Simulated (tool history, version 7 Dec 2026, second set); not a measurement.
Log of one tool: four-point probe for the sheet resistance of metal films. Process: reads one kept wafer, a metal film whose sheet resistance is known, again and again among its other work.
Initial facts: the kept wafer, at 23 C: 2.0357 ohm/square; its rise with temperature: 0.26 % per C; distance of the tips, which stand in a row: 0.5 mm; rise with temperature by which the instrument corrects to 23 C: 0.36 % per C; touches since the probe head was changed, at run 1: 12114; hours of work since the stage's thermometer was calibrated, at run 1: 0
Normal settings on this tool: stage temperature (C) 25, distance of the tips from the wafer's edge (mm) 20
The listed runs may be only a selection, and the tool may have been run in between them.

| run | hour | stage temperature (C) | distance of the tips from the wafer's edge (mm) | touches since the probe head was changed | hours of work since the stage's thermometer was calibrated | sheet resistance as the instrument gives it (ohm/square) |
|---|---|---|---|---|---|---|
| 1 | 0.0 | 25 | 20 | 12114 | 0 | 2.040287 |
| 2 | 65.3 | 25 | 20 | 15051 | 33 | 2.039520 |
| 3 | 166.5 | 25 | 20 | 19598 | 84 | 2.040671 |
| 4 | 237.9 | 25 | 20 | 22808 | 120 | 2.040956 |
| 5 | 305.4 | 24 | 20 | 25843 | 154 | 2.043510 |
| 6 | 420.6 | 24 | 20 | 31020 | 212 | 2.043722 |
| 7 | 538.5 | 18 | 20 | 36321 | 272 | 2.056552 |
| 8 | 653.2 | 25 | 40 | 41475 | 330 | 2.042169 |
| 9 | 774.5 | 25 | 40 | 46929 | 391 | 2.042086 |
| 10 | 870.7 | 22 | 31 | 51253 | 439 | 2.048939 |
| 11 | 960.8 | 26 | 7 | 55302 | 485 | 2.045891 |
|  | 969.4 | stage's thermometer calibrated |
| 12 | 1029.7 | 33 | 9 | 58376 | 30 | 2.029328 |
| 13 | 1130.3 | 21 | 72 | 62898 | 81 | 2.051565 |
| 14 | 1256.3 | 31 | 17 | 68562 | 145 | 2.032304 |
| 15 | 1385.4 | 35 | 20 | 74365 | 210 | 2.024394 |
| 16 | 1478.0 | 20 | 24 | 78529 | 257 | 2.055211 |
| 17 | 1590.0 | 23 | 6 | 83566 | 313 | 2.056048 |
| 18 | 1719.2 | 19 | 35 | 89373 | 378 | 2.058814 |

Below are 5 alternative next runs, each starting from the tool's condition after run 18. Predict each:
| A | 1833.6 | 20 | 20 | 94514 | 436 | ? |
| B | 1833.6 | 25 | 14 | 94514 | 436 | ? |
| C | 1833.6 | 29 | 36 | 94514 | 436 | ? |
| D | 1833.6 | 20 | 3 | 94514 | 436 | ? |
| E | 1833.6 | 19 | 38 | 94514 | 436 | ? |

| run | sheet resistance as the instrument gives it (ohm/square) |
|---|---|
| A | 2.056753 |
| B | 2.046486 |
| C | 2.037391 |
| D | 2.086091 |
| E | 2.058558 |
The same runs, with their run-to-run variation unchanged, on a tool lacking any hidden condition would have given:
| run | sheet resistance as the instrument gives it (ohm/square) |
|---|---|
| A | 2.042806 |
| B | 2.032593 |
| C | 2.023548 |
| D | 2.071962 |
| E | 2.044602 |
